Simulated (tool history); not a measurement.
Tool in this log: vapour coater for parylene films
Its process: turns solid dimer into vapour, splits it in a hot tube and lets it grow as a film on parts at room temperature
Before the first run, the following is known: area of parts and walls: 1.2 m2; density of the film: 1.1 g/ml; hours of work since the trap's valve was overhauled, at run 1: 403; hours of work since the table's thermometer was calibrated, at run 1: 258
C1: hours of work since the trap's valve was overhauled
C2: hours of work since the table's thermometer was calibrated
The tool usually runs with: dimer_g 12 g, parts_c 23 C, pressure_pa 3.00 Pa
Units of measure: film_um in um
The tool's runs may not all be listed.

Run 1, day 0.000: usual settings; C1 403; C2 258. Result: film_um 4.86 um.
Run 2, day 2.375: usual settings; C1 438; C2 293. Result: film_um 4.87 um.
Run 3, day 3.546: usual settings; C1 456; C2 311. Result: film_um 4.89 um.
Run 4, day 4.896: usual settings; C1 476; C2 331. Result: film_um 4.84 um.
Run 5, day 7.308: usual settings; C1 513; C2 368. Result: film_um 4.80 um.
Run 6, day 8.654: usual settings; C1 533; C2 388. Result: film_um 4.81 um.
Run 7, day 10.604: usual settings but dimer_g 6 g; C1 562; C2 417. Result: film_um 2.37 um.
Run 8, day 12.508: usual settings but dimer_g 6 g; C1 591; C2 446. Result: film_um 2.38 um.
Run 9, day 14.850: usual settings; C1 626; C2 481. Result: film_um 4.72 um.
Run 10, day 16.317: usual settings; C1 649; C2 503. Result: film_um 4.73 um.
Run 11, day 17.650: usual settings; C1 669; C2 524. Result: film_um 4.68 um.
At day 18.792: trap's valve overhauled.
Run 12, day 20.108: usual settings; C1 20; C2 558. Result: film_um 5.20 um.
Run 13, day 22.396: usual settings but dimer_g 6 g; C1 54; C2 593. Result: film_um 2.60 um.
Run 14, day 23.958: usual settings but pressure_pa 7.58 Pa; C1 78; C2 616. Result: film_um 4.66 um.
Run 15, day 25.862: usual settings but pressure_pa 7.58 Pa; C1 107; C2 645. Result: film_um 4.64 um.
Run 16, day 27.329: usual settings but pressure_pa 7.58 Pa; C1 129; C2 667. Result: film_um 4.60 um.
Run 17, day 28.738: usual settings; C1 150; C2 688. Result: film_um 5.08 um.
Run 18, day 30.850: usual settings; C1 182; C2 720. Result: film_um 5.07 um.
Run 19, day 32.533: usual settings; C1 207; C2 745. Result: film_um 5.13 um.
Run 20, day 34.375: usual settings but pressure_pa 2.49 Pa; C1 235; C2 773. Result: film_um 5.16 um.
Run 21, day 36.117: usual settings but pressure_pa 2.49 Pa; C1 261; C2 799. Result: film_um 5.10 um.
Run 22, day 37.246: usual settings but pressure_pa 2.49 Pa; C1 278; C2 816. Result: film_um 5.15 um.
Run 23, day 38.721: usual settings but pressure_pa 2.49 Pa; C1 300; C2 839. Result: film_um 5.13 um.
Run 24, day 41.100: usual settings but pressure_pa 2.49 Pa; C1 336; C2 874. Result: film_um 5.09 um.
Run 25, day 43.150: usual settings but dimer_g 8 g, parts_c 34 C; C1 367; C2 905. Result: film_um 2.54 um.
Run 26, day 44.412: usual settings but dimer_g 8 g, parts_c 34 C; C1 386; C2 924. Result: film_um 2.51 um.
Run 27, day 45.442: usual settings but dimer_g 5 g, parts_c 20 C, pressure_pa 8.54 Pa; C1 402; C2 940. Result: film_um 1.96 um.
Run 28, day 46.688: usual settings but dimer_g 5 g, parts_c 20 C, pressure_pa 8.54 Pa; C1 420; C2 959. Result: film_um 1.95 um.
Run 29, day 48.542: usual settings but dimer_g 21 g, pressure_pa 2.47 Pa; C1 448; C2 987. Result: film_um 8.81 um.
Run 30, day 50.146: usual settings but dimer_g 21 g, pressure_pa 2.47 Pa; C1 473; C2 1011. Result: film_um 8.75 um.
Run 31, day 51.317: usual settings but parts_c 24 C, pressure_pa 5.94 Pa; C1 490; C2 1028. Result: film_um 4.39 um.
Run 32, day 53.250: usual settings but dimer_g 13 g, parts_c 26 C, pressure_pa 2.74 Pa; C1 519; C2 1058. Result: film_um 4.91 um.
Run 33, day 55.238: usual settings but dimer_g 13 g, pressure_pa 6.66 Pa; C1 549; C2 1087. Result: film_um 4.79 um.
Run 34, day 57.417: usual settings but dimer_g 15 g, parts_c 26 C, pressure_pa 3.85 Pa; C1 582; C2 1120. Result: film_um 5.47 um.
Run 35, day 58.796: usual settings but dimer_g 15 g, parts_c 26 C, pressure_pa 5.47 Pa; C1 603; C2 1141. Result: film_um 5.18 um.
Run 36, day 59.879: usual settings but dimer_g 16 g, parts_c 30 C; C1 619; C2 1157. Result: film_um 5.39 um.
Run 37, day 61.967: usual settings but dimer_g 16 g, parts_c 30 C; C1 651; C2 1189. Result: film_um 5.38 um.
At day 64.162: trap's valve overhauled.
Run 38, day 64.571: usual settings but dimer_g 6 g, parts_c 15 C; C1 6; C2 1226. Result: film_um 3.23 um.
Run 39, day 66.479: usual settings but dimer_g 15 g, parts_c 15 C, pressure_pa 9.54 Pa; C1 35; C2 1254. Result: film_um 6.95 um.
Run 40, day 67.921: usual settings but dimer_g 15 g, parts_c 15 C, pressure_pa 9.54 Pa; C1 57; C2 1276. Result: film_um 6.94 um.
Run 41, day 70.008: usual settings but dimer_g 11 g, parts_c 28 C, pressure_pa 9.54 Pa; C1 88; C2 1308. Result: film_um 3.68 um.
Run 42, day 71.496: usual settings but dimer_g 8 g, parts_c 25 C, pressure_pa 10.41 Pa; C1 111; C2 1330. Result: film_um 2.85 um.
Run 43, day 73.804: usual settings but dimer_g 8 g, parts_c 24 C, pressure_pa 10.41 Pa; C1 145; C2 1365. Result: film_um 2.88 um.
Run 44, day 76.121: usual settings but dimer_g 6 g, parts_c 24 C, pressure_pa 10.41 Pa; C1 180; C2 1400. Result: film_um 2.16 um.
Run 45, day 77.512: usual settings but dimer_g 6 g, parts_c 24 C, pressure_pa 10.41 Pa; C1 201; C2 1421. Result: film_um 2.15 um.
Run 46, day 78.621: usual settings but dimer_g 6 g, parts_c 24 C, pressure_pa 2.33 Pa; C1 218; C2 1437. Result: film_um 2.57 um.
Run 47, day 80.146: usual settings but parts_c 19 C, pressure_pa 2.53 Pa; C1 241; C2 1460. Result: film_um 5.76 um.

Below are 3 alternative next runs, each starting from the tool's condition after run 47. Predict each:
Run A, day 82.188: usual settings but dimer_g 9 g, pressure_pa 2.77 Pa; C1 272; C2 1491. Result: film_um ?.
Run B, day 82.188: usual settings but pressure_pa 4.98 Pa; C1 272; C2 1491. Result: film_um ?.
Run C, day 82.188: usual settings but dimer_g 20 g, parts_c 20 C, pressure_pa 9.07 Pa; C1 272; C2 1491. Result: film_um ?.

run  film_um
  A     3.81
  B     4.74
  C     7.99
Take away the tool's hidden state, keep each run's random variation, and the runs would have read:
run  film_um
  A     3.93
  B     4.88
  C     8.23

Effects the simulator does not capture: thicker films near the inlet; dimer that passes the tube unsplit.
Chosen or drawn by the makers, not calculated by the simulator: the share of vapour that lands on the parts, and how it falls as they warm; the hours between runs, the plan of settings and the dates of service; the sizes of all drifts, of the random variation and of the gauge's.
